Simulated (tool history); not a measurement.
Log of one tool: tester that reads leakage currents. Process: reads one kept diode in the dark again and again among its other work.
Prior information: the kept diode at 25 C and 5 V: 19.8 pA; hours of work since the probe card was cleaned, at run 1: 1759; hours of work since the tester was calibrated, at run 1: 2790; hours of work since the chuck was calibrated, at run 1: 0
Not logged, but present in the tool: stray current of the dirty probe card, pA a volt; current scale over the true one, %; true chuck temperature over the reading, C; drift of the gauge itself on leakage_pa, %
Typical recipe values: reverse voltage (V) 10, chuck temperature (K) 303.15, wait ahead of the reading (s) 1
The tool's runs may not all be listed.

run	hour	reverse voltage (V)	chuck temperature (K)	wait ahead of the reading (s)	hours of work since the probe card was cleaned	hours of work since the tester was calibrated	hours of work since the chuck was calibrated	current that the tester gives (pA)
1	0	10	303.15	1	1759	2790	0	65.24
# hour 147.1: probe card cleaned and baked
2	147.1	10	303.15	1	0	2877	87	44.93
3	264.9	10	303.15	1	71	2948	158	45.44
4	328.5	10	303.15	1	109	2986	196	45.57
5	468.2	10	303.15	1	193	3070	280	46.24
6	539.4	10	303.15	1	236	3113	323	46.63
7	619.3	10	303.15	1	284	3161	371	46.6
8	688.1	2.1	303.15	1	325	3202	412	20.48
9	760.5	2.1	303.15	1	369	3246	456	20.43
10	870.6	2.1	303.15	1	435	3312	522	20.51
11	1000.1	2.1	303.15	1	513	3390	600	20.62
12	1137.4	2.1	303.15	1	596	3472	682	20.43
13	1201	2.1	320.15	1.49	634	3511	720	78.29
14	1297	2.4	299.15	0.32	692	3568	778	16.88
15	1407.8	10	303.15	2.36	758	3635	845	49.03
# hour 1418.4: tester calibrated
16	1495.7	10	300.15	1.16	810	46	896	40.97
17	1586.4	4.6	310.15	0.6	864	101	951	55.09
18	1693.9	4.6	310.15	0.6	929	166	1016	55.12
19	1787.1	4.6	310.15	0.6	985	222	1072	54.74
# hour 1863: tester calibrated, once more
20	1870	4.6	310.15	0.6	1034	4	1120	54.01
21	2001.8	4.6	310.15	0.56	1113	83	1200	53.94
22	2151	10	311.15	5.22	1203	173	1289	88.15
23	2229.7	1.4	326.15	1.41	1250	220	1337	94.97

What differs in the tool's unlogged condition from the final listed run ahead of each entry between runs to the first listed run following it?
Run 1 -> run 2: probe card cleaned and baked (hour 147.1)
  stray current of the dirty probe card, pA a volt: 1.984 -> 0.022; current scale over the true one, %: 1.06 -> 1.09; true chuck temperature over the reading, C: -0.1 -> -0.2
  measured minus no-state result, current that the tester gives (pA): +20.02 -> -0.25
Run 15 -> run 16: tester calibrated (hour 1418.4)
  stray current of the dirty probe card, pA a volt: 0.846 -> 0.901; current scale over the true one, %: 1.37 -> 2.03; true chuck temperature over the reading, C: -1.13 -> -1.19
  measured minus no-state result, current that the tester gives (pA): +4.85 -> +6.26
Run 19 -> run 20: tester calibrated, once more (hour 1863)
  stray current of the dirty probe card, pA a volt: 1.1 -> 1.151; current scale over the true one, %: 2.09 -> 0.09; true chuck temperature over the reading, C: -1.4 -> -1.46
  measured minus no-state result, current that the tester gives (pA): +0.16 -> -0.91

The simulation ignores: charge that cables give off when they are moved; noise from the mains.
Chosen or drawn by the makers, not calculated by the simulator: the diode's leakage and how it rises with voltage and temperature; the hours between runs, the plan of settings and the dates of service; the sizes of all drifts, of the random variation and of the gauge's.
